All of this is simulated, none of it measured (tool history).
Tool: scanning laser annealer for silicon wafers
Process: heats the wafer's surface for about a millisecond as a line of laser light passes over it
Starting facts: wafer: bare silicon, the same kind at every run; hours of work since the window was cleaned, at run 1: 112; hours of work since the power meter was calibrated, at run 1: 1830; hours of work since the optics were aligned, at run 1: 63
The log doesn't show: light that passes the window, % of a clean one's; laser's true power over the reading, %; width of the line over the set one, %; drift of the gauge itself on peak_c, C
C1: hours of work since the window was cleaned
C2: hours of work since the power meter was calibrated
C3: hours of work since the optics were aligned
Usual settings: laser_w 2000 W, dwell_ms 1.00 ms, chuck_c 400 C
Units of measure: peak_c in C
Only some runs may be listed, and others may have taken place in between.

run 1 day=0.000 | laser_w=2000 dwell_ms=1.00 chuck_c=400 | C1=112 C2=1830 C3=63 | peak_c=1159
run 2 day=2.633 | laser_w=2000 dwell_ms=1.00 chuck_c=400 | C1=144 C2=1862 C3=94 | peak_c=1162
run 3 day=5.233 | laser_w=2000 dwell_ms=0.94 chuck_c=400 | C1=175 C2=1893 C3=126 | peak_c=1138
run 4 day=7.458 | laser_w=2000 dwell_ms=0.94 chuck_c=400 | C1=202 C2=1920 C3=153 | peak_c=1136
run 5 day=10.692 | laser_w=2163 dwell_ms=0.94 chuck_c=400 | C1=241 C2=1959 C3=192 | peak_c=1192
run 6 day=14.279 | laser_w=2163 dwell_ms=0.94 chuck_c=400 | C1=284 C2=2002 C3=235 | peak_c=1194
run 7 day=17.558 | laser_w=2000 dwell_ms=1.00 chuck_c=400 | C1=324 C2=2042 C3=275 | peak_c=1161
run 8 day=21.062 | laser_w=2000 dwell_ms=1.00 chuck_c=400 | C1=366 C2=2084 C3=317 | peak_c=1163
run 9 day=25.342 | laser_w=2000 dwell_ms=1.00 chuck_c=400 | C1=418 C2=2136 C3=369 | peak_c=1165
run 10 day=27.521 | laser_w=2000 dwell_ms=1.00 chuck_c=400 | C1=444 C2=2162 C3=395 | peak_c=1162
run 11 day=31.338 | laser_w=2000 dwell_ms=1.00 chuck_c=396 | C1=490 C2=2209 C3=441 | peak_c=1156
run 12 day=34.004 | laser_w=2000 dwell_ms=1.00 chuck_c=396 | C1=523 C2=2241 C3=474 | peak_c=1159
run 13 day=37.142 | laser_w=2000 dwell_ms=1.00 chuck_c=396 | C1=561 C2=2279 C3=512 | peak_c=1158
run 14 day=39.192 | laser_w=2000 dwell_ms=1.00 chuck_c=396 | C1=585 C2=2303 C3=536 | peak_c=1153
run 15 day=42.812 | laser_w=2000 dwell_ms=1.00 chuck_c=396 | C1=629 C2=2347 C3=580 | peak_c=1157
-- day=44.529 window over the wafer cleaned
run 16 day=46.550 | laser_w=2142 dwell_ms=1.00 chuck_c=400 | C1=24 C2=2391 C3=624 | peak_c=1213
run 17 day=49.608 | laser_w=2000 dwell_ms=1.00 chuck_c=362 | C1=61 C2=2428 C3=661 | peak_c=1125
run 18 day=51.779 | laser_w=2000 dwell_ms=1.00 chuck_c=362 | C1=88 C2=2455 C3=687 | peak_c=1124
run 19 day=56.062 | laser_w=2000 dwell_ms=1.10 chuck_c=400 | C1=139 C2=2506 C3=739 | peak_c=1202
run 20 day=58.846 | laser_w=2000 dwell_ms=1.10 chuck_c=400 | C1=173 C2=2540 C3=773 | peak_c=1197
run 21 day=63.175 | laser_w=2000 dwell_ms=1.10 chuck_c=400 | C1=225 C2=2592 C3=825 | peak_c=1199
run 22 day=65.829 | laser_w=2000 dwell_ms=1.10 chuck_c=400 | C1=257 C2=2624 C3=857 | peak_c=1202
run 23 day=69.483 | laser_w=2000 dwell_ms=1.02 chuck_c=369 | C1=302 C2=2669 C3=901 | peak_c=1137
run 24 day=73.479 | laser_w=1995 dwell_ms=0.75 chuck_c=399 | C1=350 C2=2717 C3=950 | peak_c=1054
run 25 day=76.850 | laser_w=2191 dwell_ms=0.95 chuck_c=415 | C1=391 C2=2758 C3=990 | peak_c=1219
run 26 day=81.138 | laser_w=2191 dwell_ms=0.95 chuck_c=415 | C1=442 C2=2809 C3=1042 | peak_c=1225
run 27 day=83.733 | laser_w=2191 dwell_ms=0.95 chuck_c=415 | C1=474 C2=2841 C3=1074 | peak_c=1220
run 28 day=87.992 | laser_w=2191 dwell_ms=0.95 chuck_c=415 | C1=525 C2=2892 C3=1125 | peak_c=1223
run 29 day=90.604 | laser_w=2191 dwell_ms=0.88 chuck_c=408 | C1=557 C2=2924 C3=1157 | peak_c=1184
-- day=94.446 optics aligned, line set to its width
run 30 day=95.125 | laser_w=1935 dwell_ms=0.86 chuck_c=386 | C1=609 C2=2976 C3=8 | peak_c=1069
-- day=98.396 window over the wafer cleaned
run 31 day=99.308 | laser_w=1739 dwell_ms=0.86 chuck_c=394 | C1=11 C2=3025 C3=58 | peak_c=1014
run 32 day=103.200 | laser_w=1972 dwell_ms=0.86 chuck_c=392 | C1=58 C2=3072 C3=105 | peak_c=1090
run 33 day=105.304 | laser_w=1989 dwell_ms=1.24 chuck_c=383 | C1=83 C2=3098 C3=130 | peak_c=1228
run 34 day=107.183 | laser_w=1989 dwell_ms=1.24 chuck_c=383 | C1=106 C2=3121 C3=153 | peak_c=1232
run 35 day=109.533 | laser_w=1768 dwell_ms=1.24 chuck_c=431 | C1=135 C2=3149 C3=181 | peak_c=1189
run 36 day=112.408 | laser_w=2000 dwell_ms=0.73 chuck_c=400 | C1=169 C2=3184 C3=216 | peak_c=1047
run 37 day=115.829 | laser_w=1959 dwell_ms=0.95 chuck_c=398 | C1=211 C2=3225 C3=257 | peak_c=1125
run 38 day=118.567 | laser_w=2115 dwell_ms=1.13 chuck_c=392 | C1=244 C2=3258 C3=291 | peak_c=1245
run 39 day=121.633 | laser_w=1862 dwell_ms=1.18 chuck_c=376 | C1=281 C2=3295 C3=328 | peak_c=1151
run 40 day=124.392 | laser_w=1934 dwell_ms=0.73 chuck_c=420 | C1=314 C2=3329 C3=361 | peak_c=1047
run 41 day=128.712 | laser_w=1934 dwell_ms=0.73 chuck_c=420 | C1=366 C2=3381 C3=413 | peak_c=1046

Hidden state at the last listed run before each entry between runs and at the first one after, where it differs:
After run 15, before run 16: window over the wafer cleaned (day 44.529)
  light that passes the window, % of a clean one's: 99.91 -> 99.99
After run 29, before run 30: optics aligned, line set to its width (day 94.446)
  light that passes the window, % of a clean one's: 99.92 -> 99.91; width of the line over the set one, %: 0.13 -> 0.01
After run 30, before run 31: window over the wafer cleaned (day 98.396)
  light that passes the window, % of a clean one's: 99.91 -> 99.99
